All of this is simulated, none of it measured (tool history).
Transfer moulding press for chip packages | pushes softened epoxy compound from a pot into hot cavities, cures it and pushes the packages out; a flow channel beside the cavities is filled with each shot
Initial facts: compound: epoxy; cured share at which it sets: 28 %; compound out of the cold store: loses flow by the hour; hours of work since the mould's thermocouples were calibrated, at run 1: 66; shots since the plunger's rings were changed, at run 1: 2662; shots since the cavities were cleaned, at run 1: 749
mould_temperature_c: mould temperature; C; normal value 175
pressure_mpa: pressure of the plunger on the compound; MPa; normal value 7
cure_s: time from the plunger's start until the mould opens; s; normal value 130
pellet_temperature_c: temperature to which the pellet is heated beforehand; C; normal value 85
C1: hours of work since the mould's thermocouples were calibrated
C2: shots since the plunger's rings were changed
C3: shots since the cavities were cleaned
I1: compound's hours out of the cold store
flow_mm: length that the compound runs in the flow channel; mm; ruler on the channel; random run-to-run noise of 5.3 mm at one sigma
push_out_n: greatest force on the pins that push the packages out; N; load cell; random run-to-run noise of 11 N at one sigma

Run 1, hour 0: usual settings; C1 66; C2 2662; C3 749; I1 24. Result: flow_mm 860 mm, push_out_n 799 N.
Run 2, hour 8.3: usual settings; C1 71; C2 2728; C3 815; I1 12.6. Result: flow_mm 899 mm, push_out_n 816 N.
Run 3, hour 13.4: usual settings but mould_temperature_c 168 C; C1 74; C2 2768; C3 855; I1 17.3. Result: flow_mm 906 mm, push_out_n 1287 N.
Run 4, hour 18.2: usual settings but mould_temperature_c 168 C; C1 76; C2 2805; C3 892; I1 23. Result: flow_mm 881 mm, push_out_n 1295 N.
Run 5, hour 24.4: usual settings but mould_temperature_c 168 C; C1 80; C2 2854; C3 941; I1 23. Result: flow_mm 878 mm, push_out_n 1281 N.
At hour 31: cavities cleaned with cleaning compound and waxed.
Run 6, hour 36.6: usual settings but cure_s 148 s; C1 86; C2 2938; C3 44; I1 25.1. Result: flow_mm 855 mm, push_out_n 486 N.
Run 7, hour 43.7: usual settings but cure_s 148 s; C1 90; C2 2993; C3 99; I1 14.7. Result: flow_mm 884 mm, push_out_n 510 N.
Run 8, hour 54.7: usual settings but cure_s 148 s; C1 96; C2 3080; C3 186; I1 15. Result: flow_mm 893 mm, push_out_n 593 N.
Run 9, hour 62.9: usual settings but mould_temperature_c 182 C; C1 101; C2 3145; C3 251; I1 29.2. Result: flow_mm 827 mm, push_out_n 565 N.
Run 10, hour 70.5: usual settings but mould_temperature_c 182 C; C1 105; C2 3204; C3 310; I1 8. Result: flow_mm 890 mm, push_out_n 569 N.
Run 11, hour 80.9: usual settings but mould_temperature_c 182 C; C1 111; C2 3286; C3 392; I1 21.5. Result: flow_mm 841 mm, push_out_n 622 N.
Run 12, hour 90.7: usual settings but mould_temperature_c 182 C; C1 116; C2 3362; C3 468; I1 26.5. Result: flow_mm 824 mm, push_out_n 649 N.
Run 13, hour 97.2: usual settings but mould_temperature_c 182 C; C1 120; C2 3414; C3 520; I1 36.2. Result: flow_mm 793 mm, push_out_n 641 N.
Run 14, hour 102.1: usual settings but cure_s 161 s; C1 123; C2 3452; C3 558; I1 47.2. Result: flow_mm 773 mm, push_out_n 677 N.
Run 15, hour 107.7: usual settings but cure_s 121 s; C1 126; C2 3496; C3 602; I1 30.8. Result: flow_mm 834 mm, push_out_n 855 N.
Run 16, hour 117.6: usual settings but pressure_mpa 8.07 MPa, cure_s 121 s; C1 132; C2 3574; C3 680; I1 31. Result: flow_mm 898 mm, push_out_n 891 N.
Run 17, hour 122.5: usual settings; C1 134; C2 3612; C3 718; I1 17.7. Result: flow_mm 874 mm, push_out_n 818 N.
Run 18, hour 127.4: usual settings but pellet_temperature_c 91 C; C1 137; C2 3651; C3 757; I1 36.6. Result: flow_mm 810 mm, push_out_n 822 N.
Run 19, hour 135.3: usual settings but pellet_temperature_c 91 C; C1 142; C2 3712; C3 818; I1 36. Result: flow_mm 811 mm, push_out_n 819 N.
Run 20, hour 146.9: usual settings but mould_temperature_c 176 C, pellet_temperature_c 76 C; C1 148; C2 3804; C3 910; I1 22.1. Result: flow_mm 853 mm, push_out_n 825 N.
Run 21, hour 154.3: usual settings but mould_temperature_c 176 C, pellet_temperature_c 76 C; C1 152; C2 3862; C3 968; I1 21.7. Result: flow_mm 857 mm, push_out_n 824 N.
At hour 158: cavities cleaned with cleaning compound and waxed.
Run 22, hour 163.8: usual settings but mould_temperature_c 174 C, pressure_mpa 5.74 MPa, cure_s 138 s, pellet_temperature_c 81 C; C1 157; C2 3924; C3 45; I1 31.5. Result: flow_mm 740 mm, push_out_n 506 N.
Run 23, hour 172: usual settings but pressure_mpa 5.87 MPa, cure_s 159 s; C1 161; C2 3989; C3 110; I1 20.4. Result: flow_mm 787 mm, push_out_n 512 N.
Run 24, hour 177.5: usual settings but pressure_mpa 5.87 MPa, cure_s 159 s; C1 165; C2 4032; C3 153; I1 40.2. Result: flow_mm 730 mm, push_out_n 539 N.
Run 25, hour 182.5: usual settings but pressure_mpa 5.65 MPa, pellet_temperature_c 93 C; C1 167; C2 4071; C3 192; I1 47.6. Result: flow_mm 695 mm, push_out_n 599 N.
Run 26, hour 189.4: usual settings but mould_temperature_c 174 C, pressure_mpa 6.93 MPa, cure_s 121 s, pellet_temperature_c 93 C; C1 171; C2 4126; C3 247; I1 33.5. Result: flow_mm 816 mm, push_out_n 784 N.
Run 27, hour 195.4: usual settings but mould_temperature_c 174 C, pressure_mpa 5.32 MPa, cure_s 115 s, pellet_temperature_c 77 C; C1 175; C2 4172; C3 293; I1 26.1. Result: flow_mm 734 mm, push_out_n 897 N.
Run 28, hour 204.9: usual settings but pellet_temperature_c 80 C; C1 180; C2 4247; C3 368; I1 15.2. Result: flow_mm 882 mm, push_out_n 738 N.
Run 29, hour 209.8: usual settings but pressure_mpa 8.74 MPa, pellet_temperature_c 80 C; C1 183; C2 4286; C3 407; I1 16.1. Result: flow_mm 974 mm, push_out_n 749 N.
Run 30, hour 217.7: usual settings but cure_s 135 s; C1 187; C2 4348; C3 469; I1 9.7. Result: flow_mm 901 mm, push_out_n 731 N.

Alternative continuations, all from the tool just after run 30; predict every row:
Run A, hour 226.9: usual settings but mould_temperature_c 179 C, pressure_mpa 5.3 MPa, cure_s 111 s; C1 192; C2 4420; C3 541; I1 44.1. Result: flow_mm ?, push_out_n ?.
Run B, hour 226.9: usual settings but cure_s 117 s; C1 192; C2 4420; C3 541; I1 18.6. Result: flow_mm ?, push_out_n ?.
Run C, hour 226.9: usual settings but cure_s 118 s; C1 192; C2 4420; C3 541; I1 13.5. Result: flow_mm ?, push_out_n ?.

run  flow_mm  push_out_n
  A      663         795
  B      861         913
  C      885         945
With the hidden condition removed and each run's random variation left untouched, the same runs would have given:
run  flow_mm  push_out_n
  A      692         517
  B      898         586
  C      923         609
